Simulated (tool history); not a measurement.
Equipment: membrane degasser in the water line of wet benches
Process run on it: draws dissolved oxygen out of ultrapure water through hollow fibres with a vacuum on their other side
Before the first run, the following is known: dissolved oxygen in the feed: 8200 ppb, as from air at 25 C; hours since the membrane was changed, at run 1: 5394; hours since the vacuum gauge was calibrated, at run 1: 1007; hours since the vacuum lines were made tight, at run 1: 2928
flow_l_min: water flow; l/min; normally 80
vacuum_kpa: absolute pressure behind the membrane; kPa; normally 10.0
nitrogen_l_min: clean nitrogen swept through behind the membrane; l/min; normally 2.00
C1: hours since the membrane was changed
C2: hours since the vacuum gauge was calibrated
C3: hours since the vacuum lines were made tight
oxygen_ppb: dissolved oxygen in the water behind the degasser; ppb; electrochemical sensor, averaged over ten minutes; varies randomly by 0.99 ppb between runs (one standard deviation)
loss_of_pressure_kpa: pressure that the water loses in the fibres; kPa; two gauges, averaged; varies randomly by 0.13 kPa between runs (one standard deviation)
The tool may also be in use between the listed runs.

{"run": 1, "day": 0.0, "flow_l_min": 80, "vacuum_kpa": 10.0, "nitrogen_l_min": 2.0, "C1": 5394, "C2": 1007, "C3": 2928, "oxygen_ppb": 545.7, "loss_of_pressure_kpa": 42.93}
{"run": 2, "day": 5.196, "flow_l_min": 80, "vacuum_kpa": 10.0, "nitrogen_l_min": 2.0, "C1": 5519, "C2": 1132, "C3": 3053, "oxygen_ppb": 545.4, "loss_of_pressure_kpa": 42.96}
{"run": 3, "day": 10.738, "flow_l_min": 80, "vacuum_kpa": 10.0, "nitrogen_l_min": 2.0, "C1": 5652, "C2": 1265, "C3": 3186, "oxygen_ppb": 546.1, "loss_of_pressure_kpa": 42.7}
{"run": 4, "day": 15.675, "flow_l_min": 80, "vacuum_kpa": 10.0, "nitrogen_l_min": 2.0, "C1": 5771, "C2": 1384, "C3": 3304, "oxygen_ppb": 545.3, "loss_of_pressure_kpa": 42.88}
{"run": 5, "day": 19.171, "flow_l_min": 80, "vacuum_kpa": 10.0, "nitrogen_l_min": 2.0, "C1": 5855, "C2": 1468, "C3": 3388, "oxygen_ppb": 546.2, "loss_of_pressure_kpa": 42.78}
{"run": 6, "day": 24.971, "flow_l_min": 80, "vacuum_kpa": 10.0, "nitrogen_l_min": 2.0, "C1": 5994, "C2": 1607, "C3": 3528, "oxygen_ppb": 547.1, "loss_of_pressure_kpa": 42.83}
{"run": 7, "day": 30.154, "flow_l_min": 80, "vacuum_kpa": 10.0, "nitrogen_l_min": 2.0, "C1": 6118, "C2": 1731, "C3": 3652, "oxygen_ppb": 544.4, "loss_of_pressure_kpa": 42.95}
{"run": 8, "day": 35.458, "flow_l_min": 80, "vacuum_kpa": 10.0, "nitrogen_l_min": 2.0, "C1": 6245, "C2": 1858, "C3": 3779, "oxygen_ppb": 546.4, "loss_of_pressure_kpa": 42.89}
{"run": 9, "day": 39.029, "flow_l_min": 80, "vacuum_kpa": 10.0, "nitrogen_l_min": 1.12, "C1": 6331, "C2": 1944, "C3": 3865, "oxygen_ppb": 810.8, "loss_of_pressure_kpa": 42.87}
{"run": 10, "day": 42.875, "flow_l_min": 105, "vacuum_kpa": 8.1, "nitrogen_l_min": 2.0, "C1": 6423, "C2": 2036, "C3": 3957, "oxygen_ppb": 540.3, "loss_of_pressure_kpa": 56.32}
{"run": 11, "day": 47.312, "flow_l_min": 80, "vacuum_kpa": 15.1, "nitrogen_l_min": 1.25, "C1": 6530, "C2": 2143, "C3": 4064, "oxygen_ppb": 1237.4, "loss_of_pressure_kpa": 42.83}
{"run": 12, "day": 50.158, "flow_l_min": 80, "vacuum_kpa": 15.1, "nitrogen_l_min": 1.25, "C1": 6598, "C2": 2211, "C3": 4132, "oxygen_ppb": 1234.9, "loss_of_pressure_kpa": 42.86}
{"run": 13, "day": 53.579, "flow_l_min": 80, "vacuum_kpa": 15.1, "nitrogen_l_min": 1.25, "C1": 6680, "C2": 2293, "C3": 4214, "oxygen_ppb": 1241.1, "loss_of_pressure_kpa": 43.04}
{"run": 14, "day": 58.621, "flow_l_min": 80, "vacuum_kpa": 15.1, "nitrogen_l_min": 1.25, "C1": 6801, "C2": 2414, "C3": 4335, "oxygen_ppb": 1234.3, "loss_of_pressure_kpa": 42.9}
{"run": 15, "day": 61.492, "flow_l_min": 57, "vacuum_kpa": 9.0, "nitrogen_l_min": 1.27, "C1": 6870, "C2": 2483, "C3": 4404, "oxygen_ppb": 495.5, "loss_of_pressure_kpa": 30.59}
{"run": 16, "day": 66.183, "flow_l_min": 80, "vacuum_kpa": 7.1, "nitrogen_l_min": 1.4, "C1": 6983, "C2": 2596, "C3": 4517, "oxygen_ppb": 427.9, "loss_of_pressure_kpa": 43.06}
{"run": 17, "day": 69.329, "flow_l_min": 80, "vacuum_kpa": 7.1, "nitrogen_l_min": 1.4, "C1": 7058, "C2": 2671, "C3": 4592, "oxygen_ppb": 428.3, "loss_of_pressure_kpa": 42.94}
{"run": 18, "day": 72.221, "flow_l_min": 80, "vacuum_kpa": 7.1, "nitrogen_l_min": 1.4, "C1": 7128, "C2": 2741, "C3": 4661, "oxygen_ppb": 428.6, "loss_of_pressure_kpa": 43.04}

Below, some changes in oxygen_ppb between adjacent runs. For each, the amount present without the hidden state too (settings, incoming material, random variation) and the amount remaining for the hidden state with gauge scatter not shared by both compared results:
Hidden state present: membrane still open, %; true pressure behind the membrane over the reading, kPa; air that leaks in behind the membrane, l/min; drift of the gauge itself on oxygen_ppb, %; drift of the gauge itself on loss_of_pressure_kpa, %.
Run 10 -> 11: flow_l_min 105 -> 80, vacuum_kpa 8.1 -> 15.1, nitrogen_l_min 2.00 -> 1.25. oxygen_ppb +697.1 ppb: hidden state -3.7, all else +700.8.
Run 14 -> 15: flow_l_min 80 -> 57, vacuum_kpa 15.1 -> 9.0, nitrogen_l_min 1.25 -> 1.27. oxygen_ppb -738.8 ppb: hidden state -0.9, all else -737.9.
